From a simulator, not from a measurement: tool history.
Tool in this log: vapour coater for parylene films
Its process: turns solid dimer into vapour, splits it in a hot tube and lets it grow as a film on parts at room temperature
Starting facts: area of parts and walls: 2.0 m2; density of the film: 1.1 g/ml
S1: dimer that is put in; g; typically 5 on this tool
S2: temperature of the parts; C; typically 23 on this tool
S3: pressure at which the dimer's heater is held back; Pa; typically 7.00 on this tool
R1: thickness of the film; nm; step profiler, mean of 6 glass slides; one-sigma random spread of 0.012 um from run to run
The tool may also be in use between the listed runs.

| run | hour | S1 | S2 | S3 | R1 |
|---|---|---|---|---|---|
| 1 | 0.0 | 5 | 23 | 7.00 | 1070 |
| 2 | 47.3 | 5 | 23 | 7.00 | 1110 |
| 3 | 88.9 | 5 | 23 | 7.00 | 1080 |
|  | 133.9 | trap's valve overhauled |
| 4 | 145.5 | 5 | 23 | 7.00 | 1070 |
| 5 | 176.4 | 5 | 23 | 7.00 | 1080 |
| 6 | 210.1 | 7 | 23 | 7.00 | 1500 |
| 7 | 255.0 | 7 | 23 | 7.00 | 1500 |
| 8 | 305.9 | 7 | 23 | 7.00 | 1490 |
| 9 | 347.1 | 7 | 23 | 7.00 | 1490 |
| 10 | 389.4 | 5 | 23 | 7.04 | 1070 |
| 11 | 426.5 | 5 | 23 | 7.04 | 1070 |
| 12 | 458.5 | 5 | 23 | 7.04 | 1080 |
| 13 | 498.1 | 3 | 23 | 7.00 | 630 |
| 14 | 541.2 | 4 | 23 | 7.00 | 840 |
| 15 | 571.1 | 4 | 23 | 7.00 | 850 |
| 16 | 604.9 | 5 | 23 | 6.04 | 1080 |
| 17 | 646.0 | 5 | 23 | 6.04 | 1090 |
| 18 | 690.5 | 5 | 23 | 6.04 | 1080 |
| 19 | 745.4 | 5 | 23 | 7.00 | 1060 |
|  | 770.4 | trap's valve overhauled |
| 20 | 794.2 | 5 | 23 | 2.27 | 1200 |
| 21 | 841.2 | 5 | 23 | 2.27 | 1220 |
| 22 | 866.7 | 5 | 23 | 2.27 | 1220 |
| 23 | 904.7 | 5 | 23 | 7.00 | 1070 |
| 24 | 957.8 | 4 | 19 | 10.95 | 910 |
| 25 | 993.8 | 8 | 26 | 9.53 | 1550 |
| 26 | 1041.4 | 7 | 25 | 10.20 | 1380 |
| 27 | 1065.9 | 2 | 25 | 4.84 | 420 |
| 28 | 1103.1 | 2 | 25 | 4.84 | 420 |
| 29 | 1131.8 | 8 | 17 | 3.31 | 2130 |
| 30 | 1171.2 | 3 | 26 | 4.71 | 610 |
| 31 | 1222.5 | 8 | 24 | 5.87 | 1700 |
| 32 | 1252.4 | 8 | 24 | 5.87 | 1740 |
| 33 | 1277.2 | 6 | 23 | 8.04 | 1270 |
| 34 | 1308.7 | 6 | 23 | 7.43 | 1280 |
| 35 | 1339.9 | 6 | 23 | 7.43 | 1270 |
| 36 | 1392.9 | 3 | 21 | 7.43 | 660 |
|  | 1408.1 | trap's valve overhauled |
| 37 | 1422.4 | 5 | 19 | 9.11 | 1140 |
| 38 | 1456.3 | 9 | 24 | 7.00 | 1900 |
| 39 | 1479.1 | 9 | 24 | 7.00 | 1870 |
| 40 | 1530.1 | 5 | 35 | 3.71 | 880 |
|  | 1581.6 | table's thermometer calibrated |
| 41 | 1583.5 | 5 | 16 | 7.79 | 1290 |
| 42 | 1613.2 | 3 | 24 | 7.00 | 640 |
| 43 | 1656.6 | 3 | 24 | 7.00 | 610 |
| 44 | 1698.7 | 7 | 23 | 4.70 | 1560 |
| 45 | 1732.8 | 4 | 23 | 4.70 | 900 |
| 46 | 1783.8 | 6 | 23 | 4.70 | 1330 |

Below are 4 alternative next runs, each starting from the tool's condition after run 46. Predict each:
| A | 1822.4 | 7 | 15 | 5.72 | ? |
| B | 1822.4 | 2 | 32 | 7.88 | ? |
| C | 1822.4 | 5 | 24 | 7.00 | ? |
| D | 1822.4 | 5 | 21 | 6.51 | ? |

| run | R1 |
|---|---|
| A | 1860 |
| B | 340 |
| C | 1060 |
| D | 1120 |
Take away the tool's hidden state, keep each run's random variation, and the runs would have read:
| run | R1 |
|---|---|
| A | 1870 |
| B | 340 |
| C | 1060 |
| D | 1120 |

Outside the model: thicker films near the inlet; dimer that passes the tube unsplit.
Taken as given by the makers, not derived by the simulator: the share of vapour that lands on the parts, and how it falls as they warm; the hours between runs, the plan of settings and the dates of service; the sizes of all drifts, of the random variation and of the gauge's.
